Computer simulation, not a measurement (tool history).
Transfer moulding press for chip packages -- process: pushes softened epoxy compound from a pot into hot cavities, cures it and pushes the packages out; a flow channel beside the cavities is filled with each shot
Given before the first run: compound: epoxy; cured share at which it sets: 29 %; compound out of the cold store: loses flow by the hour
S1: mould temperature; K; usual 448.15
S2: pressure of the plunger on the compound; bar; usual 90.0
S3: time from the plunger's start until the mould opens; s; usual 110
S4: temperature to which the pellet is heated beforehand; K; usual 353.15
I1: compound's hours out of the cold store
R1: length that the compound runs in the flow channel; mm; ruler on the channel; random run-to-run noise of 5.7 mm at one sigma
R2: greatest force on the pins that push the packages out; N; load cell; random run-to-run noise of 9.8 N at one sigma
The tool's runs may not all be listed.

{"run": 1, "day": 0.0, "S1": 448.15, "S2": 90.0, "S3": 110, "S4": 353.15, "I1": 9.4, "R1": 635, "R2": 457}
{"run": 2, "day": 0.362, "S1": 448.15, "S2": 90.0, "S3": 110, "S4": 353.15, "I1": 32.3, "R1": 561, "R2": 450}
{"run": 3, "day": 0.608, "S1": 448.15, "S2": 90.0, "S3": 110, "S4": 353.15, "I1": 30.9, "R1": 550, "R2": 469}
{"run": 4, "day": 1.079, "S1": 448.15, "S2": 90.0, "S3": 110, "S4": 353.15, "I1": 16.8, "R1": 605, "R2": 527}
{"run": 5, "day": 1.521, "S1": 448.15, "S2": 90.0, "S3": 110, "S4": 353.15, "I1": 16.3, "R1": 601, "R2": 531}
{"run": 6, "day": 1.979, "S1": 448.15, "S2": 90.0, "S3": 110, "S4": 353.15, "I1": 35.0, "R1": 552, "R2": 528}
{"run": 7, "day": 2.283, "S1": 448.15, "S2": 96.5, "S3": 110, "S4": 353.15, "I1": 20.6, "R1": 604, "R2": 575}
{"run": 8, "day": 2.508, "S1": 448.15, "S2": 99.1, "S3": 110, "S4": 353.15, "I1": 11.9, "R1": 647, "R2": 613}
{"run": 9, "day": 2.992, "S1": 448.15, "S2": 90.0, "S3": 104, "S4": 353.15, "I1": 21.2, "R1": 589, "R2": 730}
{"run": 10, "day": 3.225, "S1": 448.15, "S2": 90.0, "S3": 104, "S4": 359.15, "I1": 39.6, "R1": 540, "R2": 697}
{"run": 11, "day": 3.442, "S1": 448.15, "S2": 90.0, "S3": 110, "S4": 353.15, "I1": 11.2, "R1": 615, "R2": 660}
{"run": 12, "day": 3.846, "S1": 448.15, "S2": 90.0, "S3": 110, "S4": 353.15, "I1": 11.5, "R1": 614, "R2": 680}
{"run": 13, "day": 4.338, "S1": 448.15, "S2": 71.5, "S3": 110, "S4": 353.15, "I1": 17.4, "R1": 532, "R2": 674}
{"run": 14, "day": 4.842, "S1": 444.15, "S2": 71.5, "S3": 110, "S4": 353.15, "I1": 17.7, "R1": 537, "R2": 835}
{"run": 15, "day": 5.096, "S1": 444.15, "S2": 96.1, "S3": 110, "S4": 349.15, "I1": 46.0, "R1": 541, "R2": 822}
{"run": 16, "day": 5.492, "S1": 444.15, "S2": 96.1, "S3": 110, "S4": 349.15, "I1": 44.6, "R1": 542, "R2": 532}
{"run": 17, "day": 5.883, "S1": 444.15, "S2": 99.7, "S3": 110, "S4": 353.15, "I1": 31.0, "R1": 594, "R2": 592}
{"run": 18, "day": 6.225, "S1": 448.15, "S2": 90.0, "S3": 110, "S4": 348.15, "I1": 18.1, "R1": 603, "R2": 502}
{"run": 19, "day": 6.504, "S1": 448.15, "S2": 76.9, "S3": 110, "S4": 353.15, "I1": 19.2, "R1": 541, "R2": 506}
{"run": 20, "day": 7.0, "S1": 448.15, "S2": 76.9, "S3": 110, "S4": 353.15, "I1": 22.5, "R1": 537, "R2": 547}
{"run": 21, "day": 7.338, "S1": 452.15, "S2": 71.9, "S3": 110, "S4": 349.15, "I1": 15.2, "R1": 534, "R2": 511}
{"run": 22, "day": 7.592, "S1": 452.15, "S2": 71.9, "S3": 110, "S4": 349.15, "I1": 42.8, "R1": 466, "R2": 519}
{"run": 23, "day": 7.942, "S1": 445.15, "S2": 80.8, "S3": 110, "S4": 353.15, "I1": 31.2, "R1": 527, "R2": 661}
{"run": 24, "day": 8.292, "S1": 443.15, "S2": 92.1, "S3": 111, "S4": 345.15, "I1": 37.3, "R1": 556, "R2": 740}
{"run": 25, "day": 8.696, "S1": 448.15, "S2": 76.2, "S3": 142, "S4": 353.15, "I1": 18.6, "R1": 538, "R2": 531}
{"run": 26, "day": 9.196, "S1": 441.15, "S2": 70.5, "S3": 140, "S4": 359.15, "I1": 41.9, "R1": 476, "R2": 594}
{"run": 27, "day": 9.733, "S1": 450.15, "S2": 106.6, "S3": 103, "S4": 349.15, "I1": 8.9, "R1": 666, "R2": 486}
{"run": 28, "day": 10.212, "S1": 453.15, "S2": 90.0, "S3": 109, "S4": 343.15, "I1": 46.2, "R1": 497, "R2": 447}

Between the runs listed above, the log contained 3 entries, not reproduced here. Where in the sequence does each belong, and how does what the log doesn't record of the tool's condition differ from the listed run before to the listed run after?
In the gap between runs 8 and 9: cavities cleaned with cleaning compound and waxed (day 2.608)
  pressure that reaches the compound, % of what is set: 97.73 -> 97.55; grip of the stained cavities, % over clean ones': 31.2 -> 50
  measured minus no-state result, R1: -8 -> -7 mm; R2: +145 -> +244 N
In the gap between runs 15 and 16: cavities cleaned with cleaning compound and waxed, once more (day 5.208)
  pressure that reaches the compound, % of what is set: 96.61 -> 96.47; grip of the stained cavities, % over clean ones': 58.2 -> 5.7
  measured minus no-state result, R1: -10 -> -10 mm; R2: +301 -> +27 N
In the gap between runs 26 and 27: cavities cleaned with cleaning compound and waxed (day 9.483)
  pressure that reaches the compound, % of what is set: 94.81 -> 94.58; grip of the stained cavities, % over clean ones': 42.5 -> 4.6
  measured minus no-state result, R1: -13 -> -19 mm; R2: +175 -> +19 N
